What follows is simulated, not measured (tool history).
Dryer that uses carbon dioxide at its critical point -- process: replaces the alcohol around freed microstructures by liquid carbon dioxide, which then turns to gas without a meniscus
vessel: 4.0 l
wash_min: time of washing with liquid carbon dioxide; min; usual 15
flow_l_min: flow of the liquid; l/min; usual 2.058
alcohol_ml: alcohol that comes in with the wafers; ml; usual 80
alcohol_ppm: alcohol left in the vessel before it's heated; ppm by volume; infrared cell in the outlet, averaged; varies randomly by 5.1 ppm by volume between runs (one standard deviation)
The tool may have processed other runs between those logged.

run	hour	wash_min	flow_l_min	alcohol_ml	alcohol_ppm
1	0	15	2.058	80	164
2	21.1	15	2.058	80	165
3	46.3	17	2.058	80	116
4	65.9	15	2.058	80	163
5	82.9	15	2.058	80	179
6	94.1	15	2.058	80	177
7	111.7	15	2.058	80	174
8	131.8	15	2.058	53	145
9	154.2	15	2.058	80	174
10	170	15	2.058	44	128
11	188.6	15	2.058	80	191
12	201.3	15	2.058	80	196
13	213	15	2.058	80	212
14	239.1	15	2.058	104	249
15	252.1	15	2.058	104	247
16	268.8	15	2.058	104	257
17	285	15	2.058	80	206
18	296.7	15	2.058	80	217
19	317.1	15	2.058	80	206
20	328	15	2.058	80	226
21	343.8	15	2.058	80	230
22	354.4	15	3.4	80	63
23	373.2	15	2.058	80	237
24	387.6	15	2.058	80	241
25	407.2	15	2.058	116	331
26	420.4	15	2.058	116	341
# hour 425.9: inlet filter changed
27	441.2	15	2.94	80	75
28	465.9	15	1.29	21	238
29	482.2	15	1.37	61	497
30	502.4	15	1.37	61	503
31	514.9	10	2.22	80	444
32	531.1	10	2.22	114	612
33	555.8	9	3.47	26	92
34	570.8	10	1.5	26	583
35	583	10	1.5	26	568
36	603.1	10	2.32	26	172
37	613.9	15	1.47	23	206
38	629.5	12	1.47	66	886
39	647	19	2.14	52	84
40	660.6	13	3.48	52	81
41	685	13	3.48	52	70
42	704.1	13	1.73	22	203
43	728.6	15	2.77	35	79
44	744.9	21	1.35	96	300
45	762.6	21	1.35	96	300
46	784.2	9	2.058	91	1080
47	794.7	9	2.058	91	1106

What if the next run were any one of these 4? Each begins from the tool's condition after run 47:
A	819.4	9	3.48	96	?
B	819.4	21	2.42	99	?
C	819.4	9	1.81	22	?
D	819.4	9	1.25	91	?

run	alcohol_ppm
A	189
B	81
C	446
D	3750
With no hidden state in the tool, these same runs would have given:
run	alcohol_ppm
A	73
B	1
C	285
D	3099
